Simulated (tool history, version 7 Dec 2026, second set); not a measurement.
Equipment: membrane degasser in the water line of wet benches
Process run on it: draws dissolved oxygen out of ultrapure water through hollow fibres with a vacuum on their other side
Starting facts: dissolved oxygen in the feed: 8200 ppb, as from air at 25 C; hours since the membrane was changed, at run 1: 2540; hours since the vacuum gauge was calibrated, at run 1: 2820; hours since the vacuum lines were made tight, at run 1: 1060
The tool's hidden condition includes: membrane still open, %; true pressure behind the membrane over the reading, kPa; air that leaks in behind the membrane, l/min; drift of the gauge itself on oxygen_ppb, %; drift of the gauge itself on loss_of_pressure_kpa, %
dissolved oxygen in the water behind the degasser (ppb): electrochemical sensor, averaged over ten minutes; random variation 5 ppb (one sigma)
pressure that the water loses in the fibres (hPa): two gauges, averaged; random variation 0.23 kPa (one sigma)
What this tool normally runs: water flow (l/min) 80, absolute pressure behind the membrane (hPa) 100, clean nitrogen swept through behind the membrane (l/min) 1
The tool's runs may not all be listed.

run,hour,water flow (l/min),absolute pressure behind the membrane (hPa),clean nitrogen swept through behind the membrane (l/min),hours since the membrane was changed,hours since the vacuum gauge was calibrated,hours since the vacuum lines were made tight,dissolved oxygen in the water behind the degasser (ppb),pressure that the water loses in the fibres (hPa)
1,0,80,100,1,2540,2820,1060,885.3,581.7
2,59.4,80,100,1,2599,2879,1120,885.9,585.6
3,119.9,80,100,1,2660,2940,1180,887.4,584.5
4,161.4,80,100,1,2701,2981,1222,883.9,587.6
5,191.3,80,91,1,2731,3011,1252,780.4,584
6,259.3,80,100,1,2799,3079,1320,881.7,586.5
7,290.2,80,100,1,2830,3110,1351,874.8,580.7
8,349,80,100,1,2889,3169,1409,881.6,585.6
9,382.5,80,100,1,2922,3202,1443,884.5,585.8
10,441.4,80,100,1,2981,3261,1502,888.5,584.2
11,486.1,80,100,1,3026,3306,1547,879.6,587.9
12,555.8,80,100,1,3096,3376,1616,878.5,588.5
13,613.4,80,100,1,3153,3433,1674,881.1,589.4
14,658.8,80,100,1,3199,3479,1719,887.9,594.3
15,712.1,80,100,1,3252,3532,1772,883.7,592.5
16,756.4,93,100,1,3296,3576,1817,975.8,685.7
17,822.8,98,215,1,3363,3643,1883,2300.3,724.8
18,878.9,95,224,0.99,3419,3699,1939,2350,703.1
19,948,62,131,1,3488,3768,2008,1015.9,459.3
20,993,62,131,1,3533,3813,2053,1028.5,459.6
21,1061.4,62,131,1.94,3601,3881,2122,639.1,460.2
22,1108,62,214,1.94,3648,3928,2168,1104.5,459.7
23,1164.3,51,108,0.46,3704,3984,2225,1160.7,378

The next listed run, before its measurement:
24,1202.6,66,77,1.72,3742,4023,2263,?,?

{"run 24": {"dissolved oxygen in the water behind the degasser (ppb)": 368.7, "pressure that the water loses in the fibres (hPa)": 488.1}}
Take away the tool's hidden state, keep the run-to-run variation as it was, and the same run would have given dissolved oxygen in the water behind the degasser (ppb) 368.3, pressure that the water loses in the fibres (hPa) 479.6.
